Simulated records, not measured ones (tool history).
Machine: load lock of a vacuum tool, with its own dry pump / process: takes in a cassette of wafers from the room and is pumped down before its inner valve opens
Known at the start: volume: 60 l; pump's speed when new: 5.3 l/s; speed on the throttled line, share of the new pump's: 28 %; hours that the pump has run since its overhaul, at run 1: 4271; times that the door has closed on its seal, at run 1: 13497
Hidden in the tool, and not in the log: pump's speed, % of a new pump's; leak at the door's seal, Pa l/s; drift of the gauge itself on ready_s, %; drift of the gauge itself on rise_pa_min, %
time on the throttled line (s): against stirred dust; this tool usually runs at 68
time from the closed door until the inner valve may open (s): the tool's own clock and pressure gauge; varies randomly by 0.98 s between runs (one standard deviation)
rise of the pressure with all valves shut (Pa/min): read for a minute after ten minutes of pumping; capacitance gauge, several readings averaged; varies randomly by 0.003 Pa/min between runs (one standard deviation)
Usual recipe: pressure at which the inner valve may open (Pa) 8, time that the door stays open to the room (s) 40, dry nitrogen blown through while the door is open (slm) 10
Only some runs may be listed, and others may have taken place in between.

run	hour	time on the throttled line (s)	pressure at which the inner valve may open (Pa)	time that the door stays open to the room (s)	dry nitrogen blown through while the door is open (slm)	hours that the pump has run since its overhaul	times that the door has closed on its seal	incoming humidity of the room's air, %	time from the closed door until the inner valve may open (s)	rise of the pressure with all valves shut (Pa/min)
1	0	68	8	40	10	4271	13497	46.7	155.4	0.033
2	211.1	68	8	40	10	4482	14500	42.3	155	0.032
3	394.1	68	8	40	10	4665	15370	46.7	156.4	0.034
4	545.3	68	8	40	10	4817	16088	46	158.2	0.037
5	665.2	68	8	40	6	4936	16658	44.1	156.1	0.042
6	833.3	68	8	40	6	5105	17456	45.2	155	0.04
7	1017.4	68	7	40	10	5289	18331	43.1	156.5	0.037
8	1174.5	68	7	40	10	5446	19078	43.5	157.8	0.034
9	1275.6	68	7	40	16	5547	19558	42.1	157.4	0.031
10	1413.9	68	7	40	16	5685	20215	45.5	157.8	0.028
11	1624.7	68	8	40	16	5896	21217	47.2	155.1	0.034
12	1714.6	68	8	40	16	5986	21644	45.2	156.4	0.03
13	1816.3	72	8	40	16	6088	22128	43	158.6	0.03
14	1913.3	72	8	40	16	6185	22589	47.6	157.5	0.031
15	2102	72	8	40	16	6373	23485	44.4	159.5	0.034
16	2251.4	72	8	40	16	6523	24195	44.8	158.8	0.027
17	2384.9	68	8	67	7	6656	24829	43.8	158	0.048
18	2475.7	128	10	38	4	6747	25261	46.6	195.5	0.041
19	2603.5	44	8	91	10	6875	25868	47.9	140.6	0.062
20	2715.6	44	8	68	10	6987	26401	46.2	137.8	0.052
21	2916.4	44	8	68	10	7188	27355	43.7	139.7	0.048
22	3124.9	44	8	68	10	7396	28345	44.2	139.1	0.044
23	3321.1	135	7	31	10	7592	29278	46.1	204.3	0.027
24	3425	135	8	130	10	7696	29771	44.7	201.2	0.072
25	3577.1	135	7	41	10	7848	30494	47.4	206.9	0.039
26	3760.9	135	7	41	10	8032	31368	42.2	204.9	0.032
27	3866.2	55	13	202	23	8137	31868	43.9	139.7	0.071

Run 28 comes next. What will it give?
28	4067.7	55	13	202	23	8339	32825	44.5	?	?

{"run 28": {"time from the closed door until the inner valve may open (s)": 140.3, "rise of the pressure with all valves shut (Pa/min)": 0.065}}
On a tool with no hidden condition, and with the same random variation, this run would have come out at time from the closed door until the inner valve may open (s) 140.2, rise of the pressure with all valves shut (Pa/min) 0.064.
